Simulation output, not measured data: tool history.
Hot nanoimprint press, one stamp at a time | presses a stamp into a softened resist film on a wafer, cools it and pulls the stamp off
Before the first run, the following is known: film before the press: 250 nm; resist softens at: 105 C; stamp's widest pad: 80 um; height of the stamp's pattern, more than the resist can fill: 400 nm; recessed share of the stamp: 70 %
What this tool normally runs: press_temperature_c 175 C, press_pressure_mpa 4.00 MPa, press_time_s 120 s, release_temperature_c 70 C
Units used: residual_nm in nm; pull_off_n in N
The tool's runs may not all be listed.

run,day,press_temperature_c,press_pressure_mpa,press_time_s,release_temperature_c,residual_nm,pull_off_n
1,0.000,175,4.00,120,70,85.4,217
2,0.829,175,4.00,140,70,80.4,217
3,1.642,175,4.00,140,70,81.1,228
4,2.467,176,4.00,120,70,82.2,222
5,3.104,176,4.00,120,70,81.6,220
6,3.775,176,4.00,120,70,82.0,229
7,4.288,176,4.00,120,70,81.7,234
8,4.892,175,4.00,120,70,83.9,233
9,5.325,175,5.79,120,70,67.1,229
10,6.138,175,5.79,120,70,67.1,239
11,6.929,175,4.00,120,70,84.4,239
12,7.762,175,3.71,120,70,88.2,238
13,8.396,175,3.71,120,70,87.6,243
14,9.254,175,3.71,120,70,86.9,241
15,9.917,175,3.71,120,70,87.0,245
# day 10.717: plate thermocouple calibrated
16,10.950,175,3.71,120,70,93.6,261
17,11.533,173,4.32,81,70,107.8,261
18,12.008,173,4.32,81,70,106.9,255
19,12.679,185,4.00,120,76,62.9,238
20,13.329,163,2.40,198,65,155.6,310
21,13.983,175,3.66,120,63,94.6,322
22,14.775,187,4.00,120,70,58.6,266
23,15.471,187,4.58,225,70,42.6,291
24,15.850,187,4.58,225,70,43.2,278
25,16.250,187,4.58,225,70,43.3,288
26,17.125,174,4.58,76,70,101.5,282
27,17.688,185,4.58,235,70,45.5,277
28,18.108,185,4.58,63,62,73.0,335
29,18.529,175,2.65,120,69,112.1,288
30,19.325,185,2.65,120,69,80.7,305
31,19.854,179,5.70,92,63,68.9,350

Here are 3 independent what-if runs from the current tool condition. What would each one return?
A,20.283,178,2.50,178,70,?,?
B,20.283,171,5.70,92,63,?,?
C,20.283,187,5.70,92,66,?,?

run,residual_nm,pull_off_n
A,91.0,288
B,92.0,342
C,52.5,318
Stripped of hidden state, with their random variation kept, the same runs would have yielded:
run,residual_nm,pull_off_n
A,92.1,205
B,92.7,244
C,52.7,226
